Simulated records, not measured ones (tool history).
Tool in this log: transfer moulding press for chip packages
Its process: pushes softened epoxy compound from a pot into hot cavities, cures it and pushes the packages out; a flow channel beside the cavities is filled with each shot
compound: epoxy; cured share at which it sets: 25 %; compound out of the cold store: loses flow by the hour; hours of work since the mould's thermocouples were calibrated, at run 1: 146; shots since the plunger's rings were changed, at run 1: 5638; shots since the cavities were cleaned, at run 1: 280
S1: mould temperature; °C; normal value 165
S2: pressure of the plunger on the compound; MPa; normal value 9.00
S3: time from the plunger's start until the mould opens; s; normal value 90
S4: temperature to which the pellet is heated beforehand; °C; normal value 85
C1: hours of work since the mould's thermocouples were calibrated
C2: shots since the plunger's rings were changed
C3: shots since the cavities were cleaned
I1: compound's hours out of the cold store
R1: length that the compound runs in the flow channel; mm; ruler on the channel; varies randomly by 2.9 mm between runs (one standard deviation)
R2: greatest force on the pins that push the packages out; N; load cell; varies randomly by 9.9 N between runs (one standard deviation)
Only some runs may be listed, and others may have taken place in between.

run     day   S1     S2   S3  S4   C1    C2   C3    I1   R1    R2
  1   0.000  165   9.00   90  85  146  5638  280  29.6  726   537
      0.333  -- plunger's sealing rings changed
  2   0.638  165   9.00   90  85  153    72  406  22.2  777   588
  3   1.012  165   9.00   90  85  157   159  493  35.4  738   582
  4   1.383  165   9.00   90  85  161   246  580  32.3  749   602
      1.700  -- cavities cleaned with cleaning compound and waxed
  5   1.804  165   9.00   90  80  166   331   25  15.0  807   464
  6   2.371  165   9.00   90  80  172   463  157  13.4  806   526
  7   2.925  165   9.00  115  85  179   593  287  28.5  753   476
  8   3.258  165   9.00  115  85  183   671  365  12.5  812   498
  9   3.650  165   9.00  115  85  187   764  458  32.7  739   512
 10   4.150  165   9.00   94  85  193   881  575  43.6  706   585
      4.492  -- cavities cleaned with cleaning compound and waxed
 11   4.558  165   9.00   94  85  197   962   16  44.9  708   432
 12   5.121  159   9.00   90  85  204  1094  148  12.6  825   722
 13   5.588  159   9.00   90  85  209  1203  257  40.7  733   740
 14   6.108  159   9.00   90  85  216  1326  380  35.1  748   771
 15   6.662  162   9.00   71  85  222  1456  510  12.1  820  1142
 16   6.954  161  10.04   90  76  226  1525  579  19.6  833   757
      7.262  -- cavities cleaned with cleaning compound and waxed
 17   7.517  165   8.41   90  85  231  1642   60  28.8  721   496
 18   8.071  169  10.05   97  75  238  1772  190  45.7  733   471
 19   8.350  165   7.37   80  89  241  1837  255  21.7  692   617
 20   8.725  165   7.37   80  89  246  1926  344  41.7  637   629
 21   9.029  161   8.95   82  84  249  1996  414  14.7  797   907
 22   9.446  161   8.95   82  84  254  2095  513  23.7  774   875
 23   9.921  165   9.00   90  79  260  2206  624  15.5  790   634
     10.029  -- cavities cleaned with cleaning compound and waxed
 24  10.558  171  10.68   96  76  266  2341  124  42.6  757   445

Run 25 has not been measured yet. What should we expect?
 25  11.112  165  9.00  122  85  273  2471  254  8.3   ?   ?

R1: 816 mm
R2: 472 N
Without the tool's hidden state the same run would have given R1 835 mm, R2 397 N.

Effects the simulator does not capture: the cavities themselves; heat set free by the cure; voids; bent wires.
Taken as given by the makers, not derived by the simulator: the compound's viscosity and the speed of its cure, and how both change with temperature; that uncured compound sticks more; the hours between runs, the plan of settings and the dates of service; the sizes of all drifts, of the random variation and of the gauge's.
